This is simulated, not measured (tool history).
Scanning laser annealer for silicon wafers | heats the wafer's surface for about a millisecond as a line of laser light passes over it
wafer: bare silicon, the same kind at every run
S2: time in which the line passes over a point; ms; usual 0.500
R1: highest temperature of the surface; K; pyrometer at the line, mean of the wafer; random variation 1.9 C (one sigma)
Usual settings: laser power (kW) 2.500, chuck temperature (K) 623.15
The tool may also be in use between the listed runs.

Run 1, hour 0.0: usual settings. Result: R1 1340.15 K.
Run 2, hour 7.7: usual settings but chuck temperature (K) 624.15. Result: R1 1337.15 K.
Run 3, hour 23.6: usual settings. Result: R1 1336.15 K.
Run 4, hour 39.7: usual settings. Result: R1 1336.15 K.
Run 5, hour 46.4: usual settings. Result: R1 1340.15 K.
Run 6, hour 59.5: usual settings. Result: R1 1336.15 K.
Run 7, hour 71.7: usual settings but chuck temperature (K) 595.15. Result: R1 1305.15 K.
Run 8, hour 87.5: usual settings but chuck temperature (K) 612.15. Result: R1 1326.15 K.
At hour 93.9: optics aligned, line set to its width.
Run 9, hour 105.0: usual settings but chuck temperature (K) 612.15. Result: R1 1323.15 K.
Run 10, hour 119.9: usual settings. Result: R1 1333.15 K.
Run 11, hour 128.1: usual settings but laser power (kW) 2.399. Result: R1 1298.15 K.
Run 12, hour 135.1: usual settings but S2 0.431 ms. Result: R1 1278.15 K.
Run 13, hour 142.7: usual settings but laser power (kW) 2.556. Result: R1 1351.15 K.
Run 14, hour 150.3: usual settings but S2 0.389 ms, chuck temperature (K) 613.15. Result: R1 1233.15 K.
Run 15, hour 164.3: usual settings but laser power (kW) 2.177, S2 0.389 ms, chuck temperature (K) 624.15. Result: R1 1152.15 K.

Run 16 comes next. What will it give?
Run 16, hour 176.7: usual settings but laser power (kW) 2.673, S2 0.457 ms, chuck temperature (K) 624.15. Result: R1 ?.

{"run 16": {"R1": 1355.15}}
Without the tool's hidden state the same run would have given R1 1384.15 K.
